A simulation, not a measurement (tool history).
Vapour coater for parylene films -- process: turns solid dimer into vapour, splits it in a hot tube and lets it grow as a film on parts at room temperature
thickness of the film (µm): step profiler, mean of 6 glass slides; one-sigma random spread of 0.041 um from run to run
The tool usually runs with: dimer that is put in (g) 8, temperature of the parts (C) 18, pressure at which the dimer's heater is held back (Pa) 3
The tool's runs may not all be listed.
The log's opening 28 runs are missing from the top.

run	hour	dimer that is put in (g)	temperature of the parts (C)	pressure at which the dimer's heater is held back (Pa)	thickness of the film (µm)
29	981.5	12	11	4.85	7.17
# hour 1021.4: trap's valve overhauled
30	1028.3	12	11	4.85	8.37
31	1066	12	11	4.85	8.27
32	1099	12	11	4.85	8.22
33	1146.2	12	11	4.85	8.04
34	1192.9	6	17	4.85	3.27
35	1216.3	7	30	6.88	2.23
36	1242.1	7	30	6.88	2.27
37	1285.6	4	11	4.44	2.66
38	1311.7	4	19	2.98	2.09
39	1354.6	4	19	2.98	2.06
40	1403.8	8	18	2.46	4.34
41	1433	8	18	2.46	4.3
42	1474.5	8	18	2.46	4.32
43	1524.1	8	18	2.46	4.21
44	1545.2	3	18	10.38	1.32
45	1576.1	3	18	10.38	1.3
46	1618.8	8	15	10.93	3.84

What if the next run were any one of these 3? Each begins from the tool's condition after run 46:
A	1667	10	14	3	?
B	1667	8	15	2.63	?
C	1667	8	18	3.5	?

run	thickness of the film (µm)
A	5.84
B	4.63
C	3.92
Stripped of hidden state, with their random variation kept, the same runs would have yielded:
run	thickness of the film (µm)
A	6.51
B	5.16
C	4.38

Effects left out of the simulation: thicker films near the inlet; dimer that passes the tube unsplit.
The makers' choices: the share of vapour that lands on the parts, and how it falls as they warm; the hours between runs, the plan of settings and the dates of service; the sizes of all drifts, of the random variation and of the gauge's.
